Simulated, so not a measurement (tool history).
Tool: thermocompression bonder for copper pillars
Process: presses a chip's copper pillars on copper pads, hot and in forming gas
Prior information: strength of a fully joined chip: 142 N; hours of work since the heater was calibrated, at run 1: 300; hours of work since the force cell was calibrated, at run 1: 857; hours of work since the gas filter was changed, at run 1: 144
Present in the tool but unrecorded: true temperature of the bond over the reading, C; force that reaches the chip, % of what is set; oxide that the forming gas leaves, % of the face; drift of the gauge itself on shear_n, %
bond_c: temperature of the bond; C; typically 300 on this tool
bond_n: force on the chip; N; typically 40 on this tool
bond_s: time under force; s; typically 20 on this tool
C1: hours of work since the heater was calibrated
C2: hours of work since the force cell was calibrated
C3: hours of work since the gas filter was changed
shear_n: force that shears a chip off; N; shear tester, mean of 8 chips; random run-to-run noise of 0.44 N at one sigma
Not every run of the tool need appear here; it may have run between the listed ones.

{"run": 1, "hour": 0.0, "bond_c": 300, "bond_n": 40, "bond_s": 20, "C1": 300, "C2": 857, "C3": 144, "shear_n": 59.8}
{"run": 2, "hour": 9.8, "bond_c": 300, "bond_n": 40, "bond_s": 20, "C1": 305, "C2": 862, "C3": 149, "shear_n": 59.3}
{"run": 3, "hour": 21.0, "bond_c": 300, "bond_n": 40, "bond_s": 20, "C1": 311, "C2": 867, "C3": 155, "shear_n": 59.3}
{"run": 4, "hour": 36.6, "bond_c": 300, "bond_n": 40, "bond_s": 20, "C1": 319, "C2": 875, "C3": 163, "shear_n": 59.3}
{"run": 5, "hour": 49.5, "bond_c": 300, "bond_n": 40, "bond_s": 20, "C1": 325, "C2": 882, "C3": 170, "shear_n": 60.1}
{"run": 6, "hour": 62.8, "bond_c": 300, "bond_n": 40, "bond_s": 20, "C1": 332, "C2": 889, "C3": 176, "shear_n": 60.0}
{"run": 7, "hour": 73.5, "bond_c": 313, "bond_n": 40, "bond_s": 20, "C1": 337, "C2": 894, "C3": 182, "shear_n": 68.2}
{"run": 8, "hour": 80.5, "bond_c": 300, "bond_n": 25, "bond_s": 20, "C1": 341, "C2": 898, "C3": 185, "shear_n": 45.6}
{"run": 9, "hour": 97.5, "bond_c": 300, "bond_n": 40, "bond_s": 31, "C1": 350, "C2": 906, "C3": 194, "shear_n": 70.1}
{"run": 10, "hour": 114.7, "bond_c": 300, "bond_n": 40, "bond_s": 31, "C1": 358, "C2": 915, "C3": 203, "shear_n": 69.7}
{"run": 11, "hour": 124.2, "bond_c": 300, "bond_n": 40, "bond_s": 31, "C1": 363, "C2": 920, "C3": 208, "shear_n": 70.3}
{"run": 12, "hour": 133.9, "bond_c": 300, "bond_n": 40, "bond_s": 20, "C1": 368, "C2": 925, "C3": 213, "shear_n": 59.6}
{"run": 13, "hour": 143.9, "bond_c": 300, "bond_n": 40, "bond_s": 20, "C1": 373, "C2": 930, "C3": 218, "shear_n": 60.8}
{"run": 14, "hour": 157.5, "bond_c": 299, "bond_n": 40, "bond_s": 20, "C1": 380, "C2": 937, "C3": 225, "shear_n": 59.6}
{"run": 15, "hour": 164.8, "bond_c": 299, "bond_n": 40, "bond_s": 20, "C1": 384, "C2": 941, "C3": 229, "shear_n": 59.2}
{"run": 16, "hour": 178.9, "bond_c": 299, "bond_n": 40, "bond_s": 20, "C1": 391, "C2": 948, "C3": 236, "shear_n": 58.8}
{"run": 17, "hour": 192.7, "bond_c": 299, "bond_n": 40, "bond_s": 20, "C1": 398, "C2": 955, "C3": 243, "shear_n": 59.0}
{"run": 18, "hour": 200.4, "bond_c": 280, "bond_n": 40, "bond_s": 20, "C1": 402, "C2": 959, "C3": 247, "shear_n": 47.2}
{"run": 19, "hour": 215.4, "bond_c": 300, "bond_n": 26, "bond_s": 18, "C1": 410, "C2": 967, "C3": 255, "shear_n": 44.2}
{"run": 20, "hour": 230.5, "bond_c": 316, "bond_n": 37, "bond_s": 14, "C1": 418, "C2": 974, "C3": 262, "shear_n": 58.9}
{"run": 21, "hour": 242.5, "bond_c": 316, "bond_n": 37, "bond_s": 14, "C1": 424, "C2": 981, "C3": 268, "shear_n": 58.4}
{"run": 22, "hour": 249.5, "bond_c": 297, "bond_n": 29, "bond_s": 14, "C1": 427, "C2": 984, "C3": 272, "shear_n": 41.8}
{"hour": 252.3, "done": "force cell calibrated"}
{"hour": 260.8, "done": "forming gas filter changed"}
{"run": 23, "hour": 263.0, "bond_c": 300, "bond_n": 51, "bond_s": 15, "C1": 433, "C2": 5, "C3": 1, "shear_n": 61.6}
{"run": 24, "hour": 275.9, "bond_c": 282, "bond_n": 36, "bond_s": 15, "C1": 440, "C2": 12, "C3": 8, "shear_n": 40.8}
{"run": 25, "hour": 287.7, "bond_c": 282, "bond_n": 36, "bond_s": 15, "C1": 446, "C2": 18, "C3": 14, "shear_n": 40.4}
{"run": 26, "hour": 300.6, "bond_c": 282, "bond_n": 36, "bond_s": 15, "C1": 453, "C2": 24, "C3": 20, "shear_n": 40.9}
{"run": 27, "hour": 310.7, "bond_c": 282, "bond_n": 29, "bond_s": 15, "C1": 458, "C2": 30, "C3": 26, "shear_n": 34.9}
{"run": 28, "hour": 323.2, "bond_c": 276, "bond_n": 43, "bond_s": 20, "C1": 464, "C2": 36, "C3": 32, "shear_n": 47.3}
{"run": 29, "hour": 331.7, "bond_c": 271, "bond_n": 40, "bond_s": 27, "C1": 468, "C2": 40, "C3": 36, "shear_n": 48.9}
{"run": 30, "hour": 345.2, "bond_c": 271, "bond_n": 40, "bond_s": 27, "C1": 475, "C2": 47, "C3": 43, "shear_n": 49.2}
{"run": 31, "hour": 361.9, "bond_c": 300, "bond_n": 40, "bond_s": 59, "C1": 484, "C2": 56, "C3": 52, "shear_n": 86.7}
{"run": 32, "hour": 372.5, "bond_c": 272, "bond_n": 40, "bond_s": 16, "C1": 489, "C2": 61, "C3": 57, "shear_n": 39.8}
{"run": 33, "hour": 384.5, "bond_c": 272, "bond_n": 40, "bond_s": 31, "C1": 496, "C2": 67, "C3": 63, "shear_n": 52.0}
{"run": 34, "hour": 400.5, "bond_c": 300, "bond_n": 33, "bond_s": 20, "C1": 504, "C2": 76, "C3": 72, "shear_n": 53.0}
{"run": 35, "hour": 414.9, "bond_c": 316, "bond_n": 33, "bond_s": 33, "C1": 511, "C2": 83, "C3": 79, "shear_n": 73.4}
{"run": 36, "hour": 425.6, "bond_c": 301, "bond_n": 34, "bond_s": 16, "C1": 517, "C2": 88, "C3": 84, "shear_n": 50.6}

4 options for the next run, each taken on its own from the tool as it stands now. Forecast them:
{"run": "A", "hour": 437.7, "bond_c": 292, "bond_n": 40, "bond_s": 20, "C1": 523, "C2": 95, "C3": 91, "shear_n": "?"}
{"run": "B", "hour": 437.7, "bond_c": 301, "bond_n": 40, "bond_s": 16, "C1": 523, "C2": 95, "C3": 91, "shear_n": "?"}
{"run": "C", "hour": 437.7, "bond_c": 302, "bond_n": 35, "bond_s": 17, "C1": 523, "C2": 95, "C3": 91, "shear_n": "?"}
{"run": "D", "hour": 437.7, "bond_c": 284, "bond_n": 31, "bond_s": 31, "C1": 523, "C2": 95, "C3": 91, "shear_n": "?"}

run=A shear_n=54.9
run=B shear_n=55.1
run=C shear_n=52.3
run=D shear_n=51.1
Take away the tool's hidden state, keep each run's random variation, and the runs would have read:
run=A shear_n=53.2
run=B shear_n=53.4
run=C shear_n=50.7
run=D shear_n=49.4
